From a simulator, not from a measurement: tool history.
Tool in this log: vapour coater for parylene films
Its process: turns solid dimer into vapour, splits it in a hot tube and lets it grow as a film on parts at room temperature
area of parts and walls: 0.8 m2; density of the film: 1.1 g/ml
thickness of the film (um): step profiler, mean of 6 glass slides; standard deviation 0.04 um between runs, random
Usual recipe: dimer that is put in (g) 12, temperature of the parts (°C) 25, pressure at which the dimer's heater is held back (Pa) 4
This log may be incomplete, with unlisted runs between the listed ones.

| run | hour | dimer that is put in (g) | temperature of the parts (°C) | pressure at which the dimer's heater is held back (Pa) | thickness of the film (um) |
|---|---|---|---|---|---|
| 1 | 0 | 12 | 25 | 4 | 8.11 |
|  | 47.9 | trap's valve overhauled |
| 2 | 58.3 | 12 | 25 | 10.32 | 6.46 |
| 3 | 107.1 | 12 | 25 | 10.32 | 6.59 |
| 4 | 144.4 | 12 | 25 | 10.32 | 6.6 |
| 5 | 196.1 | 12 | 34 | 4 | 6.85 |
| 6 | 222.1 | 12 | 34 | 4 | 6.85 |
| 7 | 279.9 | 12 | 25 | 4 | 8.21 |
| 8 | 343.7 | 12 | 25 | 4 | 8.23 |
| 9 | 391.8 | 12 | 25 | 4 | 8.29 |
| 10 | 433.4 | 12 | 25 | 4 | 8.32 |
| 11 | 462.1 | 12 | 25 | 4 | 8.27 |
| 12 | 491.1 | 12 | 25 | 4 | 8.35 |
| 13 | 540.1 | 12 | 25 | 4 | 8.29 |
|  | 573.3 | gauge calibrated |
| 14 | 594.4 | 12 | 25 | 4 | 8.07 |
| 15 | 629.9 | 12 | 25 | 4 | 8.15 |
|  | 646.7 | trap's valve overhauled |
| 16 | 660.4 | 6 | 25 | 4 | 4.11 |
| 17 | 717.4 | 15 | 31 | 5.74 | 8.33 |
| 18 | 760.2 | 15 | 31 | 5.74 | 8.38 |
| 19 | 787.3 | 9 | 28 | 7.79 | 4.94 |
| 20 | 833.9 | 5 | 28 | 9.92 | 2.63 |
| 21 | 890.8 | 16 | 24 | 3.09 | 11.98 |
| 22 | 922 | 16 | 24 | 3.09 | 11.99 |
| 23 | 969.1 | 7 | 21 | 9.64 | 4.27 |

Run 24 has not been measured yet. What should we expect?
| 24 | 1001.3 | 21 | 25 | 3.56 | ? |

Run 24 yielded thickness of the film (um) 14.95.
Were there no unlogged condition in the tool, this run, its random variation unchanged, would have produced thickness of the film (um) 14.67.
